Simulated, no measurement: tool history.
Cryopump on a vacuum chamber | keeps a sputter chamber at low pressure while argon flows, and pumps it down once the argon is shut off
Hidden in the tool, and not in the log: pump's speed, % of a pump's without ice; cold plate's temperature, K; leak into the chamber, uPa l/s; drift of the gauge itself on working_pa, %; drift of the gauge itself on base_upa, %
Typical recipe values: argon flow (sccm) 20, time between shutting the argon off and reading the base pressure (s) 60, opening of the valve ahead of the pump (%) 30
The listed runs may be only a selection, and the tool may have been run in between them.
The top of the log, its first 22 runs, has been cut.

run,day,argon flow (sccm),time between shutting the argon off and reading the base pressure (s),opening of the valve ahead of the pump (%),hours of work since the pump was warmed up and emptied,hours of work since the cold head was overhauled,hours of work since the chamber's fittings were tightened,pressure while argon flows (Pa),pressure after the wait (uPa)
23,17.746,12,31,34,342,342,420,0.0446,2.41
24,18.621,12,56,34,353,353,431,0.0446,1.75
25,19.15,20,58,19,360,360,438,0.1306,1.7
26,20.275,10,234,36,374,374,452,0.0356,1.11
27,21.362,10,234,34,388,388,465,0.0379,1.12
28,22.312,20,120,31,400,400,477,0.0815,1.3
29,22.975,20,120,31,408,408,486,0.0822,1.38
30,23.638,38,64,35,416,416,494,0.1407,1.73
31,24.392,20,231,27,426,426,504,0.0937,1.19
32,25.325,20,231,19,438,438,515,0.1313,1.22
33,26.154,21,167,23,448,448,526,0.1158,1.38
34,27.312,10,60,30,463,463,541,0.0431,1.86

3 ways to go on from here, each from the tool as it stands after run 34. What would each give?
A,28.125,22,41,24,473,473,551,?,?
B,28.125,26,32,35,473,473,551,?,?
C,28.125,9,75,30,473,473,551,?,?

run,pressure while argon flows (Pa),pressure after the wait (uPa)
A,0.1179,2.35
B,0.0976,2.56
C,0.0385,1.76
Take away the tool's hidden state, keep each run's random variation, and the runs would have read:
run,pressure while argon flows (Pa),pressure after the wait (uPa)
A,0.109,1.48
B,0.0872,1.71
C,0.0349,0.88

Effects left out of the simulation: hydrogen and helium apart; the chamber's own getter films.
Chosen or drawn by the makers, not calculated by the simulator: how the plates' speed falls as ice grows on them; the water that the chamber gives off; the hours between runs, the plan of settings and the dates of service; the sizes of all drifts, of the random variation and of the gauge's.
